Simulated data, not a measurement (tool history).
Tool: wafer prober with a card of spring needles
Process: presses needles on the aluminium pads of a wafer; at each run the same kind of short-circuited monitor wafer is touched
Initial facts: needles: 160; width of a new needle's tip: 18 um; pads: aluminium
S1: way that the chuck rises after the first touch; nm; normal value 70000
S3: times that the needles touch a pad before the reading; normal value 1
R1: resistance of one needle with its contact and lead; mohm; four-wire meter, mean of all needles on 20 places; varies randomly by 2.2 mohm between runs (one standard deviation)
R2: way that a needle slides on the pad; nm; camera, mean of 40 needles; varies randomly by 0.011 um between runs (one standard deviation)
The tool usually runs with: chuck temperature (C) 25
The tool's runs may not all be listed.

{"run": 1, "hour": 0.0, "S1": 70000, "chuck temperature (C)": 25, "S3": 1, "R1": 245, "R2": 13170}
{"run": 2, "hour": 13.1, "S1": 70000, "chuck temperature (C)": 25, "S3": 1, "R1": 305, "R2": 13190}
{"run": 3, "hour": 21.9, "S1": 70000, "chuck temperature (C)": 25, "S3": 1, "R1": 272, "R2": 13150}
{"run": 4, "hour": 28.2, "S1": 70000, "chuck temperature (C)": 25, "S3": 1, "R1": 293, "R2": 13160}
{"run": 5, "hour": 37.0, "S1": 70000, "chuck temperature (C)": 25, "S3": 2, "R1": 292, "R2": 13150}
{"run": 6, "hour": 49.4, "S1": 70000, "chuck temperature (C)": 25, "S3": 1, "R1": 302, "R2": 13130}
{"run": 7, "hour": 60.1, "S1": 70000, "chuck temperature (C)": 25, "S3": 1, "R1": 261, "R2": 13140}
{"run": 8, "hour": 73.3, "S1": 70000, "chuck temperature (C)": 25, "S3": 1, "R1": 313, "R2": 13120}
{"run": 9, "hour": 84.6, "S1": 70000, "chuck temperature (C)": 25, "S3": 1, "R1": 292, "R2": 13100}
{"run": 10, "hour": 99.3, "S1": 70000, "chuck temperature (C)": 25, "S3": 3, "R1": 256, "R2": 13080}
{"run": 11, "hour": 112.1, "S1": 70000, "chuck temperature (C)": 73, "S3": 3, "R1": 277, "R2": 13110}
{"run": 12, "hour": 122.6, "S1": 70000, "chuck temperature (C)": 73, "S3": 3, "R1": 272, "R2": 13070}
{"run": 13, "hour": 134.4, "S1": 70000, "chuck temperature (C)": 33, "S3": 1, "R1": 251, "R2": 13070}
{"run": 14, "hour": 148.7, "S1": 70000, "chuck temperature (C)": 33, "S3": 1, "R1": 320, "R2": 13070}
{"run": 15, "hour": 158.6, "S1": 70000, "chuck temperature (C)": 39, "S3": 1, "R1": 276, "R2": 13060}
{"run": 16, "hour": 170.9, "S1": 85000, "chuck temperature (C)": 39, "S3": 1, "R1": 294, "R2": 15880}
{"run": 17, "hour": 185.9, "S1": 70000, "chuck temperature (C)": 116, "S3": 1, "R1": 321, "R2": 13040}
{"run": 18, "hour": 197.1, "S1": 70000, "chuck temperature (C)": 116, "S3": 1, "R1": 302, "R2": 13030}
{"run": 19, "hour": 204.0, "S1": 71000, "chuck temperature (C)": 27, "S3": 2, "R1": 279, "R2": 13200}
{"run": 20, "hour": 214.5, "S1": 71000, "chuck temperature (C)": 47, "S3": 1, "R1": 275, "R2": 13200}
{"run": 21, "hour": 228.1, "S1": 71000, "chuck temperature (C)": 47, "S3": 1, "R1": 319, "R2": 13380}
{"run": 22, "hour": 241.3, "S1": 73000, "chuck temperature (C)": 34, "S3": 2, "R1": 278, "R2": 13770}
{"run": 23, "hour": 253.2, "S1": 73000, "chuck temperature (C)": 69, "S3": 2, "R1": 264, "R2": 13740}
{"run": 24, "hour": 263.9, "S1": 70000, "chuck temperature (C)": 27, "S3": 1, "R1": 308, "R2": 13150}
{"run": 25, "hour": 272.1, "S1": 70000, "chuck temperature (C)": 27, "S3": 2, "R1": 258, "R2": 13150}
{"run": 26, "hour": 284.8, "S1": 65000, "chuck temperature (C)": 100, "S3": 2, "R1": 312, "R2": 12210}
{"run": 27, "hour": 296.2, "S1": 65000, "chuck temperature (C)": 42, "S3": 1, "R1": 305, "R2": 12180}
{"run": 28, "hour": 308.6, "S1": 64000, "chuck temperature (C)": 63, "S3": 1, "R1": 271, "R2": 11990}
{"run": 29, "hour": 321.1, "S1": 75000, "chuck temperature (C)": 61, "S3": 2, "R1": 290, "R2": 14050}
{"run": 30, "hour": 334.4, "S1": 75000, "chuck temperature (C)": 29, "S3": 2, "R1": 267, "R2": 14060}
{"run": 31, "hour": 343.9, "S1": 75000, "chuck temperature (C)": 26, "S3": 2, "R1": 289, "R2": 14040}
{"run": 32, "hour": 354.3, "S1": 70000, "chuck temperature (C)": 25, "S3": 1, "R1": 298, "R2": 13090}
{"run": 33, "hour": 366.0, "S1": 86000, "chuck temperature (C)": 73, "S3": 3, "R1": 258, "R2": 16080}
{"run": 34, "hour": 373.0, "S1": 69000, "chuck temperature (C)": 70, "S3": 3, "R1": 270, "R2": 12910}
{"run": 35, "hour": 382.7, "S1": 69000, "chuck temperature (C)": 70, "S3": 3, "R1": 260, "R2": 12870}

Removed from this log: 21 entries logged between the listed runs. Between which two listed runs does each belong, and how does the tool's hidden state at the listed run before it compare with that at the listed run after it?
Logged between run 2 and run 3: tips cleaned on abrasive film (hour 18.6)
  debris on the tips, nm: 75.3 -> 34.5; way that the needles fall short of the set height, um: 0.14 -> 0.21; tips' diameter, um: 18.33 -> 18.35
  measured less the result without the state, R1: +63 -> +29 mohm; R2: -20 -> -40 nm
Logged between run 5 and run 6: tips cleaned on abrasive film (hour 38.4)
  debris on the tips, nm: 92 -> 70.8; way that the needles fall short of the set height, um: 0.21 -> 0.27; tips' diameter, um: 18.35 -> 18.37
  measured less the result without the state, R1: +47 -> +60 mohm; R2: -40 -> -50 nm
Logged between run 6 and run 7: tips cleaned on abrasive film (hour 58)
  debris on the tips, nm: 70.8 -> 25.1; way that the needles fall short of the set height, um: 0.27 -> 0.33; tips' diameter, um: 18.37 -> 18.39
  measured less the result without the state, R1: +60 -> +21 mohm; R2: -50 -> -60 nm
Logged between run 8 and run 9: tips cleaned on abrasive film (hour 77.4)
  debris on the tips, nm: 83.2 -> 54.7; way that the needles fall short of the set height, um: 0.33 -> 0.41; tips' diameter, um: 18.39 -> 18.42
  measured less the result without the state, R1: +71 -> +47 mohm; R2: -70 -> -80 nm
Logged between run 9 and run 10: tips cleaned on abrasive film (hour 96.6)
  debris on the tips, nm: 54.7 -> 26.9; way that the needles fall short of the set height, um: 0.41 -> 0.5; tips' diameter, um: 18.42 -> 18.45
  measured less the result without the state, R1: +47 -> +9 mohm; R2: -80 -> -100 nm
Logged between run 11 and run 12: tips cleaned on abrasive film (hour 115.2)
  debris on the tips, nm: 83.3 -> 54; way that the needles fall short of the set height, um: 0.5 -> 0.59; tips' diameter, um: 18.45 -> 18.48
  measured less the result without the state, R1: +24 -> +16 mohm; R2: -90 -> -110 nm
Logged between run 12 and run 13: tips cleaned on abrasive film (hour 134.4)
  debris on the tips, nm: 54 -> 9; way that the needles fall short of the set height, um: 0.59 -> 0.65; tips' diameter, um: 18.48 -> 18.51
  measured less the result without the state, R1: +16 -> +8 mohm; R2: -110 -> -120 nm
Logged between run 14 and run 15: tips cleaned on abrasive film (hour 154)
  debris on the tips, nm: 82.5 -> 38.3; way that the needles fall short of the set height, um: 0.65 -> 0.72; tips' diameter, um: 18.51 -> 18.53
  measured less the result without the state, R1: +71 -> +33 mohm; R2: -120 -> -130 nm
Logged between run 16 and run 17: tips cleaned on abrasive film (hour 173)
  debris on the tips, nm: 86.7 -> 73.9; way that the needles fall short of the set height, um: 0.72 -> 0.78; tips' diameter, um: 18.53 -> 18.55
  measured less the result without the state, R1: +53 -> +56 mohm; R2: -130 -> -150 nm
Logged between run 17 and run 18: tips cleaned on abrasive film (hour 191.9)
  debris on the tips, nm: 73.9 -> 42.4; way that the needles fall short of the set height, um: 0.78 -> 0.86; tips' diameter, um: 18.55 -> 18.58
  measured less the result without the state, R1: +56 -> +33 mohm; R2: -150 -> -160 nm
Logged between run 19 and run 20: tips cleaned on abrasive film (hour 211.3)
  debris on the tips, nm: 73.2 -> 28.7; way that the needles fall short of the set height, um: 0.86 -> 0.94; tips' diameter, um: 18.58 -> 18.61
  measured less the result without the state, R1: +38 -> +24 mohm; R2: -160 -> -180 nm
Logged between run 20 and run 21: height of the first contact set anew (hour 225.7)
  debris on the tips, nm: 28.7 -> 84.9; way that the needles fall short of the set height, um: 0.94 -> 0
  measured less the result without the state, R1: +24 -> +69 mohm; R2: -180 -> +0 nm
Logged between run 21 and run 22: tips cleaned on abrasive film (hour 230.6)
  debris on the tips, nm: 84.9 -> 65.5; way that the needles fall short of the set height, um: 0 -> 0.08; tips' diameter, um: 18.61 -> 18.63
  measured less the result without the state, R1: +69 -> +31 mohm; R2: +0 -> -10 nm
Logged between run 22 and run 23: tips cleaned on abrasive film (hour 249.8)
  debris on the tips, nm: 65.5 -> 26; way that the needles fall short of the set height, um: 0.08 -> 0.16; tips' diameter, um: 18.63 -> 18.66
  measured less the result without the state, R1: +31 -> +12 mohm; R2: -10 -> -30 nm
Logged between run 24 and run 25: tips cleaned on abrasive film (hour 268.6)
  debris on the tips, nm: 77 -> 31.9; way that the needles fall short of the set height, um: 0.16 -> 0.25; tips' diameter, um: 18.66 -> 18.7
  measured less the result without the state, R1: +66 -> +17 mohm; R2: -30 -> -50 nm
Logged between run 26 and run 27: tips cleaned on abrasive film (hour 287.7)
  debris on the tips, nm: 84.9 -> 57.3; way that the needles fall short of the set height, um: 0.25 -> 0.3; tips' diameter, um: 18.7 -> 18.71
  measured less the result without the state, R1: +46 -> +56 mohm; R2: -50 -> -60 nm
Logged between run 27 and run 28: tips cleaned on abrasive film (hour 306.9)
  debris on the tips, nm: 57.3 -> 17.7; way that the needles fall short of the set height, um: 0.3 -> 0.38; tips' diameter, um: 18.71 -> 18.74
  measured less the result without the state, R1: +56 -> +18 mohm; R2: -60 -> -70 nm
Logged between run 29 and run 30: tips cleaned on abrasive film (hour 325.7)
  debris on the tips, nm: 79.6 -> 55; way that the needles fall short of the set height, um: 0.38 -> 0.44; tips' diameter, um: 18.74 -> 18.76
  measured less the result without the state, R1: +36 -> +26 mohm; R2: -70 -> -90 nm
Logged between run 31 and run 32: tips cleaned on abrasive film (hour 344.7)
  debris on the tips, nm: 86.3 -> 63.8; way that the needles fall short of the set height, um: 0.44 -> 0.52; tips' diameter, um: 18.76 -> 18.79
  measured less the result without the state, R1: +41 -> +56 mohm; R2: -90 -> -100 nm
Logged between run 32 and run 33: tips cleaned on abrasive film (hour 363.3)
  debris on the tips, nm: 63.8 -> 28.2; way that the needles fall short of the set height, um: 0.52 -> 0.6; tips' diameter, um: 18.79 -> 18.82
  measured less the result without the state, R1: +56 -> +6 mohm; R2: -100 -> -110 nm
Logged between run 34 and run 35: tips cleaned on abrasive film (hour 382.7)
  debris on the tips, nm: 62.5 -> 7.9; way that the needles fall short of the set height, um: 0.6 -> 0.7; tips' diameter, um: 18.82 -> 18.85
  measured less the result without the state, R1: +20 -> +3 mohm; R2: -110 -> -130 nm
